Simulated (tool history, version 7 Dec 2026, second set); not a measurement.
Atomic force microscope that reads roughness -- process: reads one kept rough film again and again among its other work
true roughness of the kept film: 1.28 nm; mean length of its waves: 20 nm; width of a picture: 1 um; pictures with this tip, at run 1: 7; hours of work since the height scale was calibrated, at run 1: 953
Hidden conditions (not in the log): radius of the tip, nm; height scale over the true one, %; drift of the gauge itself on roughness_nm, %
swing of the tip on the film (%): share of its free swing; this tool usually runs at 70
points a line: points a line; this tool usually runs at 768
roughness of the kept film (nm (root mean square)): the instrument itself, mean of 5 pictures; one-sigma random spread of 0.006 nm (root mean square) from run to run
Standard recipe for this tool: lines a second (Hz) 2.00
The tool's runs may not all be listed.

run	day	lines a second (Hz)	swing of the tip on the film (%)	points a line	pictures with this tip	hours of work since the height scale was calibrated	roughness of the kept film (nm (root mean square))
1	0.000	2.00	70	768	7	953	1.117
2	1.208	1.89	70	768	49	972	1.129
3	2.338	1.89	70	768	88	989	1.116
4	3.888	2.00	70	768	142	1012	1.110
# day 3.992: new tip fitted
5	5.188	2.00	70	768	42	1032	1.118
6	6.633	2.00	70	768	92	1054	1.124
7	7.721	2.00	70	367	130	1070	1.106
# day 8.188: new tip fitted
8	9.375	2.00	70	367	41	1095	1.101
9	10.796	0.77	70	768	91	1117	1.172
10	12.312	0.77	70	768	144	1140	1.160
# day 12.483: new tip fitted
# day 13.742: height scale calibrated on a step standard
11	13.742	0.77	70	768	43	0	1.170
12	14.908	2.00	79	768	83	18	1.068
13	16.196	2.00	79	768	128	37	1.067
# day 16.725: new tip fitted
14	17.488	1.00	79	768	27	57	1.123
15	18.871	1.00	79	768	75	78	1.131
16	20.217	1.00	79	768	122	98	1.124
# day 20.958: new tip fitted
17	21.308	1.00	79	768	12	115	1.131
18	22.629	1.61	79	768	58	135	1.093
19	24.246	2.00	70	768	115	159	1.118
# day 25.150: new tip fitted
20	25.867	2.00	70	768	25	184	1.119
21	26.838	2.00	70	768	59	198	1.114
22	27.750	2.00	70	768	90	212	1.115
23	28.638	1.88	70	768	121	226	1.130
# day 29.338: new tip fitted
24	30.162	1.09	70	768	29	249	1.150
25	31.483	1.09	70	768	75	269	1.152
26	32.371	1.09	70	768	106	282	1.144
# day 33.496: new tip fitted
27	33.842	1.19	70	768	12	304	1.148
28	34.904	1.38	58	305	49	321	1.144
29	36.371	1.38	58	305	100	343	1.138
30	37.217	3.13	58	766	129	356	1.136
# day 37.738: new tip fitted
31	38.429	2.00	61	768	24	374	1.158
32	39.408	0.81	73	768	58	389	1.157
33	41.021	0.81	73	768	115	413	1.160
# day 41.983: new tip fitted
34	42.417	0.81	73	450	16	434	1.149
35	43.942	1.16	67	768	69	458	1.158
36	45.288	0.79	70	768	116	478	1.173
# day 46.167: new tip fitted
37	46.283	1.14	82	768	4	493	1.112
38	47.104	3.75	77	962	32	505	0.994
39	48.083	1.88	70	767	67	520	1.114
40	49.004	1.88	63	493	99	534	1.131
# day 50.438: new tip fitted
41	50.654	1.88	63	493	8	559	1.130
42	51.450	1.88	63	493	35	571	1.139
43	52.300	1.48	62	510	65	584	1.150
44	53.054	0.85	86	768	91	596	1.118
45	54.396	0.85	86	768	138	616	1.121
# day 54.604: new tip fitted
46	55.408	2.00	61	379	28	631	1.130
47	56.762	2.00	61	379	75	652	1.136
48	58.250	2.00	61	379	127	674	1.132
# day 58.792: new tip fitted
49	59.183	2.00	61	379	14	688	1.137
50	60.338	1.97	87	794	54	706	1.029
51	61.167	1.97	87	794	83	719	1.022

Entry by entry between the runs, the difference in hidden state between the last listed run before and the first listed run after:
Between runs 4 and 5: new tip fitted (day 3.992)
  radius of the tip, nm: 5.1 -> 5
Between runs 7 and 8: new tip fitted (day 8.188)
  radius of the tip, nm: 5.1 -> 5
Between runs 10 and 11: new tip fitted (day 12.483); height scale calibrated on a step standard (day 13.742)
  radius of the tip, nm: 5.1 -> 5; height scale over the true one, %: -0.02 -> 0
Between runs 13 and 14: new tip fitted (day 16.725)
  radius of the tip, nm: 5.1 -> 5
Between runs 16 and 17: new tip fitted (day 20.958)
  radius of the tip, nm: 5.1 -> 5
Between runs 19 and 20: new tip fitted (day 25.150)
  radius of the tip, nm: 5.1 -> 5
Between runs 23 and 24: new tip fitted (day 29.338)
  radius of the tip, nm: 5.1 -> 5
Between runs 26 and 27: new tip fitted (day 33.496)
  radius of the tip, nm: 5.1 -> 5
Between runs 30 and 31: new tip fitted (day 37.738)
  radius of the tip, nm: 5.1 -> 5
Between runs 33 and 34: new tip fitted (day 41.983)
  radius of the tip, nm: 5.1 -> 5
Between runs 36 and 37: new tip fitted (day 46.167)
  radius of the tip, nm: 5.1 -> 5
Between runs 40 and 41: new tip fitted (day 50.438)
  radius of the tip, nm: 5.1 -> 5
Between runs 45 and 46: new tip fitted (day 54.604)
  radius of the tip, nm: 5.1 -> 5
Between runs 48 and 49: new tip fitted (day 58.792)
  radius of the tip, nm: 5.1 -> 5

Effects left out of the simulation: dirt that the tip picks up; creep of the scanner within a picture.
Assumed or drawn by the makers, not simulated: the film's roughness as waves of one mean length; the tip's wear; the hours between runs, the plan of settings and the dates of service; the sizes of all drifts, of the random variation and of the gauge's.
